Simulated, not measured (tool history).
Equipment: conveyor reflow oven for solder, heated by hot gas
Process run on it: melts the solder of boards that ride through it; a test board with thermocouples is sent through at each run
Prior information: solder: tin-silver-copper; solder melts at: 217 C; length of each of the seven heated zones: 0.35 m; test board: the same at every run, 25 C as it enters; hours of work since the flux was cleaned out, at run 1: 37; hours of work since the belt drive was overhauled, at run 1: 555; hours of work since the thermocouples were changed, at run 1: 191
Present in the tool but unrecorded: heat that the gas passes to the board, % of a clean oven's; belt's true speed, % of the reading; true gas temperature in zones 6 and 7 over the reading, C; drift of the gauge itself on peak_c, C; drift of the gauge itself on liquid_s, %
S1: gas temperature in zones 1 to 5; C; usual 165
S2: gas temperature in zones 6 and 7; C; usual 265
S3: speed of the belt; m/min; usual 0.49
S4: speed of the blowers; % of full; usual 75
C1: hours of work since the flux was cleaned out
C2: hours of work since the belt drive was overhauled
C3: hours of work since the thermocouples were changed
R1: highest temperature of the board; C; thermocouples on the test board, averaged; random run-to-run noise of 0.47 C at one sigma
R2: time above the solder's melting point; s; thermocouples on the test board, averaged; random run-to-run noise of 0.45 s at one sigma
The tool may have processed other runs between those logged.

{"run": 1, "hour": 0.0, "S1": 165, "S2": 265, "S3": 0.49, "S4": 75, "C1": 37, "C2": 555, "C3": 191, "R1": 250.1, "R2": 59.1}
{"run": 2, "hour": 28.4, "S1": 165, "S2": 265, "S3": 0.49, "S4": 75, "C1": 58, "C2": 576, "C3": 212, "R1": 248.8, "R2": 59.4}
{"run": 3, "hour": 45.2, "S1": 165, "S2": 265, "S3": 0.49, "S4": 75, "C1": 71, "C2": 588, "C3": 225, "R1": 248.4, "R2": 59.3}
{"run": 4, "hour": 60.4, "S1": 165, "S2": 265, "S3": 0.49, "S4": 75, "C1": 82, "C2": 599, "C3": 236, "R1": 248.5, "R2": 59.3}
{"run": 5, "hour": 74.7, "S1": 163, "S2": 265, "S3": 0.49, "S4": 75, "C1": 93, "C2": 610, "C3": 247, "R1": 248.7, "R2": 57.6}
{"run": 6, "hour": 97.8, "S1": 165, "S2": 265, "S3": 0.49, "S4": 58, "C1": 110, "C2": 627, "C3": 264, "R1": 242.2, "R2": 50}
{"run": 7, "hour": 114.6, "S1": 176, "S2": 265, "S3": 0.49, "S4": 58, "C1": 122, "C2": 640, "C3": 276, "R1": 244.1, "R2": 56.4}
{"run": 8, "hour": 129.5, "S1": 176, "S2": 265, "S3": 0.49, "S4": 58, "C1": 133, "C2": 651, "C3": 287, "R1": 244.5, "R2": 57.5}
{"run": 9, "hour": 145.7, "S1": 176, "S2": 265, "S3": 0.49, "S4": 58, "C1": 145, "C2": 663, "C3": 300, "R1": 244.2, "R2": 56.7}
{"run": 10, "hour": 160.0, "S1": 176, "S2": 265, "S3": 0.49, "S4": 58, "C1": 156, "C2": 673, "C3": 310, "R1": 244.2, "R2": 56.3}
{"hour": 186.3, "done": "flux residue cleaned out of gas plates and filters"}
{"run": 11, "hour": 193.2, "S1": 165, "S2": 265, "S3": 0.49, "S4": 75, "C1": 5, "C2": 694, "C3": 331, "R1": 249.1, "R2": 59.2}
{"run": 12, "hour": 206.0, "S1": 165, "S2": 265, "S3": 0.49, "S4": 75, "C1": 15, "C2": 704, "C3": 341, "R1": 249.4, "R2": 59.4}
{"run": 13, "hour": 230.9, "S1": 165, "S2": 265, "S3": 0.49, "S4": 75, "C1": 33, "C2": 722, "C3": 359, "R1": 249.2, "R2": 59.1}
{"run": 14, "hour": 243.8, "S1": 165, "S2": 265, "S3": 0.49, "S4": 75, "C1": 43, "C2": 732, "C3": 369, "R1": 248.5, "R2": 59.9}
{"run": 15, "hour": 271.6, "S1": 165, "S2": 265, "S3": 0.49, "S4": 75, "C1": 63, "C2": 753, "C3": 389, "R1": 248.3, "R2": 59.2}
{"run": 16, "hour": 299.5, "S1": 165, "S2": 265, "S3": 0.49, "S4": 75, "C1": 84, "C2": 773, "C3": 410, "R1": 248.5, "R2": 58.7}
{"run": 17, "hour": 322.5, "S1": 152, "S2": 269, "S3": 0.49, "S4": 75, "C1": 101, "C2": 790, "C3": 427, "R1": 249.9, "R2": 55.8}
{"run": 18, "hour": 347.8, "S1": 171, "S2": 265, "S3": 0.49, "S4": 75, "C1": 120, "C2": 809, "C3": 446, "R1": 248.2, "R2": 61.6}
{"run": 19, "hour": 368.1, "S1": 171, "S2": 265, "S3": 0.49, "S4": 75, "C1": 135, "C2": 824, "C3": 461, "R1": 249.3, "R2": 62}
{"run": 20, "hour": 383.6, "S1": 165, "S2": 265, "S3": 0.41, "S4": 75, "C1": 147, "C2": 836, "C3": 473, "R1": 252.6, "R2": 77.2}
{"run": 21, "hour": 398.7, "S1": 164, "S2": 258, "S3": 0.395, "S4": 61, "C1": 158, "C2": 847, "C3": 484, "R1": 243.4, "R2": 68.1}
{"run": 22, "hour": 413.3, "S1": 165, "S2": 271, "S3": 0.584, "S4": 75, "C1": 169, "C2": 858, "C3": 495, "R1": 246.7, "R2": 45.8}
{"hour": 421.6, "done": "flux residue cleaned out of gas plates and filters"}
{"run": 23, "hour": 438.8, "S1": 165, "S2": 265, "S3": 0.49, "S4": 80, "C1": 13, "C2": 873, "C3": 510, "R1": 250.5, "R2": 61.1}
{"run": 24, "hour": 463.4, "S1": 162, "S2": 274, "S3": 0.401, "S4": 83, "C1": 31, "C2": 891, "C3": 528, "R1": 264.2, "R2": 86.8}
{"run": 25, "hour": 480.8, "S1": 162, "S2": 274, "S3": 0.401, "S4": 83, "C1": 44, "C2": 904, "C3": 541, "R1": 263.5, "R2": 86.3}
{"run": 26, "hour": 492.7, "S1": 172, "S2": 265, "S3": 0.526, "S4": 75, "C1": 53, "C2": 913, "C3": 550, "R1": 247.6, "R2": 56.1}
{"run": 27, "hour": 510.5, "S1": 165, "S2": 278, "S3": 0.464, "S4": 75, "C1": 66, "C2": 926, "C3": 563, "R1": 261.5, "R2": 72.6}
{"run": 28, "hour": 537.1, "S1": 165, "S2": 278, "S3": 0.464, "S4": 75, "C1": 86, "C2": 946, "C3": 583, "R1": 261.6, "R2": 73.2}
{"run": 29, "hour": 553.3, "S1": 165, "S2": 278, "S3": 0.464, "S4": 75, "C1": 98, "C2": 958, "C3": 595, "R1": 260.6, "R2": 73}
{"run": 30, "hour": 569.7, "S1": 159, "S2": 276, "S3": 0.491, "S4": 75, "C1": 110, "C2": 970, "C3": 607, "R1": 256.8, "R2": 62.9}
{"run": 31, "hour": 595.0, "S1": 162, "S2": 276, "S3": 0.479, "S4": 71, "C1": 129, "C2": 989, "C3": 626, "R1": 255.8, "R2": 64.8}

Forecast each of these 4 alternatives for the next run:
{"run": "A", "hour": 610.0, "S1": 162, "S2": 267, "S3": 0.535, "S4": 71, "C1": 140, "C2": 1000, "C3": 637, "R1": "?", "R2": "?"}
{"run": "B", "hour": 610.0, "S1": 162, "S2": 269, "S3": 0.412, "S4": 71, "C1": 140, "C2": 1000, "C3": 637, "R1": "?", "R2": "?"}
{"run": "C", "hour": 610.0, "S1": 154, "S2": 261, "S3": 0.532, "S4": 71, "C1": 140, "C2": 1000, "C3": 637, "R1": "?", "R2": "?"}
{"run": "D", "hour": 610.0, "S1": 151, "S2": 276, "S3": 0.519, "S4": 71, "C1": 140, "C2": 1000, "C3": 637, "R1": "?", "R2": "?"}

run=A R1=243.6 R2=47.8
run=B R1=253.7 R2=76.7
run=C R1=238.3 R2=39
run=D R1=251.4 R2=51.9
Stripped of hidden state, with their random variation kept, the same runs would have yielded:
run=A R1=246.3 R2=49.7
run=B R1=256.3 R2=77.8
run=C R1=241.1 R2=41.6
run=D R1=254.3 R2=53.5
